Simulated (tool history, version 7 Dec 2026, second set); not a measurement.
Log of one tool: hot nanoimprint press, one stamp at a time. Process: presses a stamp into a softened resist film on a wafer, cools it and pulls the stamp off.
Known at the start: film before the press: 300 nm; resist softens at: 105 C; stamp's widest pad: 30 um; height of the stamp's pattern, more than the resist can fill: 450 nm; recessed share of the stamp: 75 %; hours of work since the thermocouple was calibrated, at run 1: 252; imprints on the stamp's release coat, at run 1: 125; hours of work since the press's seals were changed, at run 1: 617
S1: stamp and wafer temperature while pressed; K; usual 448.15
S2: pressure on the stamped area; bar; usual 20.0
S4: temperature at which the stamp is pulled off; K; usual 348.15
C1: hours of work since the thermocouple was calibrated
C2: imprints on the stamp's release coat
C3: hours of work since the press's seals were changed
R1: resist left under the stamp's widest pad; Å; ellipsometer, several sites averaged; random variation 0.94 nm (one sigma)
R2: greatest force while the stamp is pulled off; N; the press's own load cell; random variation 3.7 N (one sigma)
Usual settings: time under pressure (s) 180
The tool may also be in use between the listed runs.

run 1 hour=0.0 | S1=448.15 S2=20.0 time_under_pressure_(s)=180 S4=348.15 | C1=252 C2=125 C3=617 | R1=1786 R2=184
run 2 hour=47.8 | S1=448.15 S2=20.0 time_under_pressure_(s)=180 S4=348.15 | C1=272 C2=265 C3=637 | R1=1778 R2=192
run 3 hour=142.1 | S1=448.15 S2=20.0 time_under_pressure_(s)=180 S4=348.15 | C1=311 C2=541 C3=676 | R1=1769 R2=203
run 4 hour=225.1 | S1=448.15 S2=20.0 time_under_pressure_(s)=180 S4=348.15 | C1=345 C2=784 C3=710 | R1=1754 R2=220
run 5 hour=312.1 | S1=448.15 S2=20.0 time_under_pressure_(s)=180 S4=348.15 | C1=382 C2=1039 C3=747 | R1=1768 R2=229
-- hour=414.4 stamp cleaned and given a new release coat
run 6 hour=414.4 | S1=448.15 S2=20.0 time_under_pressure_(s)=180 S4=348.15 | C1=422 C2=0 C3=787 | R1=1759 R2=170
run 7 hour=490.6 | S1=448.15 S2=20.0 time_under_pressure_(s)=180 S4=348.15 | C1=453 C2=224 C3=818 | R1=1760 R2=181
run 8 hour=563.9 | S1=448.15 S2=20.0 time_under_pressure_(s)=180 S4=348.15 | C1=484 C2=438 C3=849 | R1=1759 R2=195
run 9 hour=632.6 | S1=448.15 S2=20.0 time_under_pressure_(s)=180 S4=348.15 | C1=512 C2=640 C3=877 | R1=1756 R2=207
run 10 hour=681.6 | S1=448.15 S2=20.0 time_under_pressure_(s)=180 S4=348.15 | C1=533 C2=784 C3=898 | R1=1759 R2=217
run 11 hour=737.4 | S1=448.15 S2=20.0 time_under_pressure_(s)=180 S4=348.15 | C1=556 C2=947 C3=921 | R1=1766 R2=234
run 12 hour=810.1 | S1=448.15 S2=20.0 time_under_pressure_(s)=241 S4=348.15 | C1=586 C2=1160 C3=951 | R1=1608 R2=244
-- hour=817.8 plate thermocouple calibrated
-- hour=873.5 stamp cleaned and given a new release coat
run 13 hour=893.8 | S1=448.15 S2=20.0 time_under_pressure_(s)=180 S4=344.15 | C1=29 C2=60 C3=982 | R1=1822 R2=188
-- hour=944.0 press's hydraulic seals changed and the load cell set to zero
run 14 hour=952.4 | S1=448.15 S2=20.0 time_under_pressure_(s)=180 S4=344.15 | C1=50 C2=208 C3=3 | R1=1777 R2=212
run 15 hour=1030.3 | S1=448.15 S2=20.0 time_under_pressure_(s)=180 S4=344.15 | C1=83 C2=436 C3=36 | R1=1754 R2=213
run 16 hour=1075.9 | S1=448.15 S2=20.0 time_under_pressure_(s)=180 S4=344.15 | C1=102 C2=570 C3=55 | R1=1760 R2=232
run 17 hour=1169.5 | S1=448.15 S2=20.0 time_under_pressure_(s)=360 S4=344.15 | C1=141 C2=844 C3=94 | R1=1444 R2=241
run 18 hour=1229.2 | S1=448.15 S2=20.0 time_under_pressure_(s)=180 S4=336.15 | C1=165 C2=1019 C3=119 | R1=1740 R2=289
run 19 hour=1320.7 | S1=438.15 S2=20.0 time_under_pressure_(s)=205 S4=350.15 | C1=203 C2=1287 C3=157 | R1=2209 R2=240
-- hour=1339.5 stamp cleaned and given a new release coat
run 20 hour=1415.7 | S1=454.15 S2=15.3 time_under_pressure_(s)=180 S4=348.15 | C1=241 C2=223 C3=194 | R1=1703 R2=194
run 21 hour=1481.0 | S1=444.15 S2=28.2 time_under_pressure_(s)=142 S4=346.15 | C1=268 C2=415 C3=221 | R1=1763 R2=204
run 22 hour=1534.3 | S1=453.15 S2=20.0 time_under_pressure_(s)=180 S4=355.15 | C1=290 C2=571 C3=243 | R1=1524 R2=171
run 23 hour=1630.7 | S1=453.15 S2=20.0 time_under_pressure_(s)=285 S4=355.15 | C1=330 C2=853 C3=283 | R1=1320 R2=186
run 24 hour=1701.1 | S1=453.15 S2=20.0 time_under_pressure_(s)=285 S4=355.15 | C1=359 C2=1059 C3=313 | R1=1319 R2=198
run 25 hour=1772.8 | S1=453.15 S2=20.0 time_under_pressure_(s)=285 S4=355.15 | C1=389 C2=1270 C3=342 | R1=1310 R2=203
-- hour=1796.2 stamp cleaned and given a new release coat
run 26 hour=1836.2 | S1=443.15 S2=14.5 time_under_pressure_(s)=141 S4=343.15 | C1=413 C2=118 C3=366 | R1=2354 R2=195
run 27 hour=1878.9 | S1=448.15 S2=20.0 time_under_pressure_(s)=180 S4=352.15 | C1=431 C2=243 C3=384 | R1=1716 R2=173
run 28 hour=1969.6 | S1=448.15 S2=20.0 time_under_pressure_(s)=302 S4=343.15 | C1=469 C2=508 C3=422 | R1=1487 R2=223

4 ways to go on from here, each from the tool as it stands after run 28. What would each give?
run A hour=2050.9 | S1=448.15 S2=14.5 time_under_pressure_(s)=337 S4=334.15 | C1=502 C2=747 C3=456 | R1=? R2=?
run B hour=2050.9 | S1=446.15 S2=20.0 time_under_pressure_(s)=306 S4=351.15 | C1=502 C2=747 C3=456 | R1=? R2=?
run C hour=2050.9 | S1=448.15 S2=22.0 time_under_pressure_(s)=180 S4=351.15 | C1=502 C2=747 C3=456 | R1=? R2=?
run D hour=2050.9 | S1=448.15 S2=20.0 time_under_pressure_(s)=161 S4=343.15 | C1=502 C2=747 C3=456 | R1=? R2=?

run=A R1=1702 R2=283
run=B R1=1582 R2=198
run=C R1=1671 R2=192
run=D R1=1786 R2=240
Without the tool's hidden state the same runs would have given:
run=A R1=1753 R2=234
run=B R1=1627 R2=165
run=C R1=1713 R2=160
run=D R1=1831 R2=198
